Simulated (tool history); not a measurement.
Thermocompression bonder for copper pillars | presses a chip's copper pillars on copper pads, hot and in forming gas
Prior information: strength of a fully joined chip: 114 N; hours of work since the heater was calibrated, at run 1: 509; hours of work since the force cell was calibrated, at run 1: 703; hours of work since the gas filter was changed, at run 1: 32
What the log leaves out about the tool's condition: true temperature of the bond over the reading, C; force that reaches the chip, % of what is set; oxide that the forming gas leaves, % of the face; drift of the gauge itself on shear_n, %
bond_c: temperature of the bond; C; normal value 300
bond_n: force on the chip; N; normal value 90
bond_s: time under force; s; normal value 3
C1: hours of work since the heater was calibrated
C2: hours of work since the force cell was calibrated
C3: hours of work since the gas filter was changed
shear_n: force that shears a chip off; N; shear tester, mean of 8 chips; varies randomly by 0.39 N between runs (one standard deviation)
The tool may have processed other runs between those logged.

Run 1, hour 0.0: usual settings; C1 509; C2 703; C3 32. Result: shear_n 46.5 N.
Run 2, hour 32.8: usual settings; C1 528; C2 721; C3 50. Result: shear_n 47.2 N.
Run 3, hour 53.6: usual settings but bond_n 63 N; C1 540; C2 733; C3 62. Result: shear_n 37.9 N.
Run 4, hour 75.9: usual settings but bond_n 63 N; C1 552; C2 746; C3 75. Result: shear_n 37.2 N.
Run 5, hour 100.7: usual settings but bond_n 63 N; C1 566; C2 760; C3 89. Result: shear_n 36.5 N.
Run 6, hour 132.0: usual settings but bond_n 63 N; C1 584; C2 777; C3 106. Result: shear_n 37.6 N.
Run 7, hour 164.7: usual settings but bond_n 63 N; C1 603; C2 796; C3 125. Result: shear_n 36.6 N.
At hour 185.7: forming gas filter changed.
Run 8, hour 200.1: usual settings but bond_n 63 N; C1 622; C2 816; C3 8. Result: shear_n 38.9 N.
Run 9, hour 227.7: usual settings but bond_n 83 N; C1 638; C2 831; C3 24. Result: shear_n 45.3 N.
At hour 232.3: heater calibrated with a thermocouple chip.
At hour 233.8: force cell calibrated.
Run 10, hour 256.4: usual settings; C1 13; C2 13; C3 38. Result: shear_n 41.5 N.
Run 11, hour 283.0: usual settings; C1 28; C2 28; C3 53. Result: shear_n 41.5 N.
At hour 319.4: force cell calibrated, once more.
Run 12, hour 329.3: usual settings; C1 53; C2 6; C3 78. Result: shear_n 43.2 N.
Run 13, hour 370.5: usual settings; C1 76; C2 29; C3 102. Result: shear_n 43.1 N.
Run 14, hour 415.3: usual settings but bond_c 330 C; C1 102; C2 54; C3 127. Result: shear_n 55.0 N.
At hour 432.8: forming gas filter changed.
Run 15, hour 438.5: usual settings but bond_c 330 C; C1 115; C2 67; C3 3. Result: shear_n 58.2 N.
Run 16, hour 466.2: usual settings but bond_c 330 C; C1 130; C2 83; C3 19. Result: shear_n 57.9 N.
Run 17, hour 509.8: usual settings but bond_c 325 C, bond_n 56 N, bond_s 2 s; C1 155; C2 107; C3 44. Result: shear_n 36.1 N.
Run 18, hour 538.9: usual settings but bond_c 325 C, bond_n 56 N, bond_s 2 s; C1 171; C2 124; C3 60. Result: shear_n 36.7 N.
Run 19, hour 567.1: usual settings but bond_c 304 C, bond_n 75 N, bond_s 4 s; C1 187; C2 140; C3 76. Result: shear_n 46.6 N.
Run 20, hour 591.7: usual settings but bond_c 291 C, bond_n 75 N, bond_s 4 s; C1 201; C2 154; C3 90. Result: shear_n 41.2 N.
Run 21, hour 630.5: usual settings but bond_c 291 C, bond_n 100 N; C1 223; C2 176; C3 112. Result: shear_n 42.4 N.
Run 22, hour 669.3: usual settings but bond_c 311 C, bond_n 100 N; C1 245; C2 198; C3 134. Result: shear_n 51.0 N.
At hour 675.2: forming gas filter changed.
Run 23, hour 711.9: usual settings but bond_c 273 C, bond_n 130 N, bond_s 4 s; C1 269; C2 221; C3 21. Result: shear_n 47.6 N.
Run 24, hour 753.9: usual settings but bond_c 295 C, bond_s 2 s; C1 293; C2 245; C3 44. Result: shear_n 36.4 N.
Run 25, hour 779.8: usual settings but bond_c 295 C, bond_s 2 s; C1 307; C2 260; C3 59. Result: shear_n 36.4 N.
Run 26, hour 810.6: usual settings but bond_c 313 C, bond_n 62 N; C1 325; C2 277; C3 77. Result: shear_n 41.7 N.
Run 27, hour 840.7: usual settings but bond_c 280 C, bond_n 88 N; C1 342; C2 294; C3 94. Result: shear_n 35.5 N.
Run 28, hour 884.6: usual settings but bond_c 280 C, bond_n 88 N; C1 367; C2 319; C3 118. Result: shear_n 35.0 N.
At hour 916.6: forming gas filter changed.
Run 29, hour 928.4: usual settings but bond_c 293 C, bond_s 6 s; C1 391; C2 343; C3 7. Result: shear_n 55.8 N.

For each run, the measured value with the value that run would have given without the tool's hidden condition subtracted. The run-to-run variation is shared by both, the gauge scatter possibly not:
run  shear_n
  1     +2.0
  2     +1.7
  3     +1.5
  4     +1.3
  5     +1.1
  6     +1.0
  7     +0.8
  8     +2.7
  9     +2.8
 10     -3.0
 11     -3.1
 12     -1.4
 13     -1.5
 14     -2.5
 15     +0.3
 16     +0.1
 17     -0.1
 18     -0.3
 19     -0.5
 20     -0.4
 21     -0.7
 22     -1.4
 23     +1.3
 24     +0.7
 25     +0.6
 26     +0.3
 27     +0.3
 28     +0.1
 29     +2.4
